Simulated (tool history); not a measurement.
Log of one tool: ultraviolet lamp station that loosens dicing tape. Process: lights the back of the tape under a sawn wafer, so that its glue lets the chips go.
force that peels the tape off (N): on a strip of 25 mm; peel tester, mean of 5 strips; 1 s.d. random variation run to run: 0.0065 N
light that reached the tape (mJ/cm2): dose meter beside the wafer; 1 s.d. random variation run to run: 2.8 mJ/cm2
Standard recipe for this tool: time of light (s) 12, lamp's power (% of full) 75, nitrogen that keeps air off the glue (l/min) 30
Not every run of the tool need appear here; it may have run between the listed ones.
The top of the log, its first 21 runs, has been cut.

| run | hour | time of light (s) | lamp's power (% of full) | nitrogen that keeps air off the glue (l/min) | hours of work of the lamp | hours of work since the window was cleaned | force that peels the tape off (N) | light that reached the tape (mJ/cm2) |
|---|---|---|---|---|---|---|---|---|
| 22 | 227.4 | 12 | 75 | 53 | 491 | 227 | 0.170 | 397 |
| 23 | 237.1 | 9 | 89 | 53 | 497 | 233 | 0.200 | 356 |
| 24 | 247.3 | 11 | 66 | 23 | 503 | 239 | 0.348 | 323 |
| 25 | 261.8 | 19 | 75 | 23 | 512 | 247 | 0.157 | 633 |
| 26 | 272.0 | 9 | 63 | 55 | 518 | 254 | 0.363 | 250 |
| 27 | 283.4 | 10 | 80 | 10 | 525 | 260 | 0.477 | 356 |
| 28 | 292.8 | 10 | 80 | 10 | 531 | 266 | 0.482 | 354 |
| 29 | 303.7 | 12 | 95 | 14 | 537 | 273 | 0.207 | 499 |
|  | 318.5 | window cleaned of glue's vapour |
| 30 | 318.5 | 12 | 95 | 14 | 546 | 0 | 0.205 | 502 |
| 31 | 333.8 | 12 | 70 | 14 | 555 | 9 | 0.338 | 373 |
| 32 | 347.8 | 12 | 70 | 14 | 563 | 18 | 0.344 | 373 |
| 33 | 356.9 | 12 | 70 | 14 | 569 | 23 | 0.353 | 372 |
| 34 | 364.2 | 16 | 76 | 17 | 573 | 27 | 0.189 | 540 |

5 options for the next run, each taken on its own from the tool as it stands now. Forecast them:
| A | 373.3 | 12 | 75 | 22 | 579 | 33 | ? | ? |
| B | 373.3 | 16 | 93 | 17 | 579 | 33 | ? | ? |
| C | 373.3 | 11 | 76 | 17 | 579 | 33 | ? | ? |
| D | 373.3 | 12 | 75 | 34 | 579 | 33 | ? | ? |
| E | 373.3 | 7 | 75 | 30 | 579 | 33 | ? | ? |

| run | force that peels the tape off (N) | light that reached the tape (mJ/cm2) |
|---|---|---|
| A | 0.251 | 400 |
| B | 0.145 | 656 |
| C | 0.302 | 367 |
| D | 0.202 | 395 |
| E | 0.560 | 231 |
Without the tool's hidden state the same runs would have given:
| run | force that peels the tape off (N) | light that reached the tape (mJ/cm2) |
|---|---|---|
| A | 0.251 | 401 |
| B | 0.145 | 657 |
| C | 0.302 | 367 |
| D | 0.202 | 396 |
| E | 0.559 | 231 |
